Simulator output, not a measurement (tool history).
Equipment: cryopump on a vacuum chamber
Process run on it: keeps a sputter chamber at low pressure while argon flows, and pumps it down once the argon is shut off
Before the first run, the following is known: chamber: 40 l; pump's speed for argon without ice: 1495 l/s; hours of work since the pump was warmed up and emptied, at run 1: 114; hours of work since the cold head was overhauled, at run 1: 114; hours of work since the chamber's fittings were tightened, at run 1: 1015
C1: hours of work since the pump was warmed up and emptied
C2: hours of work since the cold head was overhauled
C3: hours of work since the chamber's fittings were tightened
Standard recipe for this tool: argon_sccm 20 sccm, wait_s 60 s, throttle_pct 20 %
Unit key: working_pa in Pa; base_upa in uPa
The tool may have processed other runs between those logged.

Run 1, hour 0.0: usual settings; C1 114; C2 114; C3 1015. Result: working_pa 0.1133 Pa, base_upa 2.40 uPa.
Run 2, hour 12.8: usual settings; C1 124; C2 124; C3 1025. Result: working_pa 0.1138 Pa, base_upa 2.34 uPa.
Run 3, hour 25.4: usual settings but wait_s 52 s; C1 134; C2 134; C3 1035. Result: working_pa 0.1146 Pa, base_upa 2.66 uPa.
Run 4, hour 37.6: usual settings but wait_s 52 s; C1 144; C2 144; C3 1045. Result: working_pa 0.1152 Pa, base_upa 2.68 uPa.
Run 5, hour 49.5: usual settings but wait_s 291 s; C1 153; C2 153; C3 1054. Result: working_pa 0.1131 Pa, base_upa 1.43 uPa.
Run 6, hour 64.9: usual settings but wait_s 291 s; C1 165; C2 165; C3 1066. Result: working_pa 0.1149 Pa, base_upa 1.47 uPa.
Run 7, hour 88.5: usual settings but wait_s 291 s; C1 184; C2 184; C3 1085. Result: working_pa 0.1138 Pa, base_upa 1.47 uPa.
Run 8, hour 99.6: usual settings; C1 193; C2 193; C3 1094. Result: working_pa 0.1124 Pa, base_upa 2.53 uPa.
Run 9, hour 118.3: usual settings; C1 208; C2 208; C3 1109. Result: working_pa 0.1147 Pa, base_upa 2.64 uPa.
Run 10, hour 131.2: usual settings; C1 218; C2 218; C3 1119. Result: working_pa 0.1158 Pa, base_upa 2.57 uPa.
Run 11, hour 145.4: usual settings; C1 229; C2 229; C3 1130. Result: working_pa 0.1138 Pa, base_upa 2.66 uPa.
Run 12, hour 164.7: usual settings but throttle_pct 35 %; C1 244; C2 244; C3 1145. Result: working_pa 0.0673 Pa, base_upa 2.61 uPa.
Run 13, hour 183.3: usual settings but argon_sccm 10 sccm; C1 259; C2 259; C3 1160. Result: working_pa 0.0565 Pa, base_upa 2.65 uPa.
Run 14, hour 202.1: usual settings; C1 274; C2 274; C3 1175. Result: working_pa 0.1147 Pa, base_upa 2.66 uPa.
Run 15, hour 218.7: usual settings; C1 287; C2 287; C3 1188. Result: working_pa 0.1154 Pa, base_upa 2.70 uPa.
Run 16, hour 240.7: usual settings but argon_sccm 11 sccm; C1 305; C2 305; C3 1206. Result: working_pa 0.0636 Pa, base_upa 2.71 uPa.
Run 17, hour 262.4: usual settings but argon_sccm 11 sccm; C1 322; C2 322; C3 1223. Result: working_pa 0.0633 Pa, base_upa 2.73 uPa.
Run 18, hour 286.8: usual settings but argon_sccm 11 sccm, wait_s 135 s; C1 341; C2 341; C3 1242. Result: working_pa 0.0641 Pa, base_upa 2.02 uPa.
Run 19, hour 298.4: usual settings but argon_sccm 40 sccm, wait_s 167 s; C1 350; C2 350; C3 1251. Result: working_pa 0.2287 Pa, base_upa 1.91 uPa.
Run 20, hour 314.3: usual settings but argon_sccm 40 sccm, wait_s 203 s, throttle_pct 18 %; C1 363; C2 363; C3 1264. Result: working_pa 0.2556 Pa, base_upa 1.86 uPa.
Run 21, hour 338.8: usual settings but argon_sccm 40 sccm, wait_s 203 s, throttle_pct 18 %; C1 382; C2 382; C3 1283. Result: working_pa 0.2583 Pa, base_upa 1.84 uPa.
Run 22, hour 363.6: usual settings but argon_sccm 40 sccm, wait_s 203 s, throttle_pct 18 %; C1 402; C2 402; C3 1303. Result: working_pa 0.2581 Pa, base_upa 1.94 uPa.
Run 23, hour 380.0: usual settings but argon_sccm 40 sccm, wait_s 203 s, throttle_pct 18 %; C1 415; C2 415; C3 1316. Result: working_pa 0.2591 Pa, base_upa 1.88 uPa.
Run 24, hour 404.6: usual settings but argon_sccm 19 sccm, wait_s 35 s, throttle_pct 22 %; C1 434; C2 434; C3 1335. Result: working_pa 0.1004 Pa, base_upa 3.77 uPa.
Run 25, hour 430.7: usual settings but argon_sccm 14 sccm, wait_s 146 s, throttle_pct 47 %; C1 455; C2 455; C3 1356. Result: working_pa 0.0364 Pa, base_upa 2.12 uPa.
Run 26, hour 444.4: usual settings but argon_sccm 14 sccm, wait_s 146 s, throttle_pct 47 %; C1 466; C2 466; C3 1367. Result: working_pa 0.0362 Pa, base_upa 2.07 uPa.

The next listed run, before its measurement:
Run 27, hour 466.1: usual settings but argon_sccm 14 sccm, wait_s 146 s, throttle_pct 47 %; C1 483; C2 483; C3 1384. Result: working_pa ?, base_upa ?.

working_pa: 0.0367 Pa
base_upa: 2.17 uPa
Were there no unlogged condition in the tool, this run, its random variation unchanged, would have produced working_pa 0.0339 Pa, base_upa 0.76 uPa.
